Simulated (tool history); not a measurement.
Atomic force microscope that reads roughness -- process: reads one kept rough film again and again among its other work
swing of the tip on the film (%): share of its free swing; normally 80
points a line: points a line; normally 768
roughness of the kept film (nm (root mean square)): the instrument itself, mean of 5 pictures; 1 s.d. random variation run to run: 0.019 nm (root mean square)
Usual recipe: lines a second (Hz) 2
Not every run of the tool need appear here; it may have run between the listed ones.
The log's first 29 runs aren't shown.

run     day  lines a second (Hz)  swing of the tip on the film (%)  points a line  pictures with this tip  hours of work since the height scale was calibrated  roughness of the kept film (nm (root mean square))
 30  10.558                  2.3                                60            512                     122                                                   18                                               4.901
 31  11.008                  2.3                                60            512                     142                                                   24                                                4.87
 32  11.221                  2.3                                60            512                     152                                                   27                                                4.85
 33  11.612                 0.74                                60            512                     169                                                   33                                               5.012
     12.012  -- new tip fitted
 34  12.083                    2                                61            768                       4                                                   39                                               5.205
 35  12.333                    2                                61            768                      15                                                   43                                               5.186
 36  12.533                  2.2                                80            319                      24                                                   45                                               4.439
 37  13.025                 0.59                                80            546                      46                                                   52                                               5.139
 38  13.354                 0.67                                64            716                      60                                                   57                                               5.287
 39  13.662                 0.67                                64            716                      74                                                   62                                               5.192
 40    13.9                 0.67                                64            716                      85                                                   65                                               5.201
 41  14.167                 3.05                                64            976                      97                                                   69                                               4.725
 42  14.621                 3.05                                64            976                     117                                                   75                                               4.663
 43  14.958                 3.05                                64            976                     132                                                   80                                               4.646
 44   15.45                 1.46                                80            768                     154                                                   87                                               4.509
 45  15.712                 1.46                                80            768                     166                                                   91                                               4.486

The next listed run, before its measurement:
 46  16.029                 1.22                                80            768                     180                                                   95                                                   ?

roughness of the kept film (nm (root mean square)): 4.559
Were there no unlogged condition in the tool, this run, its random variation unchanged, would have produced roughness of the kept film (nm (root mean square)) 4.932.
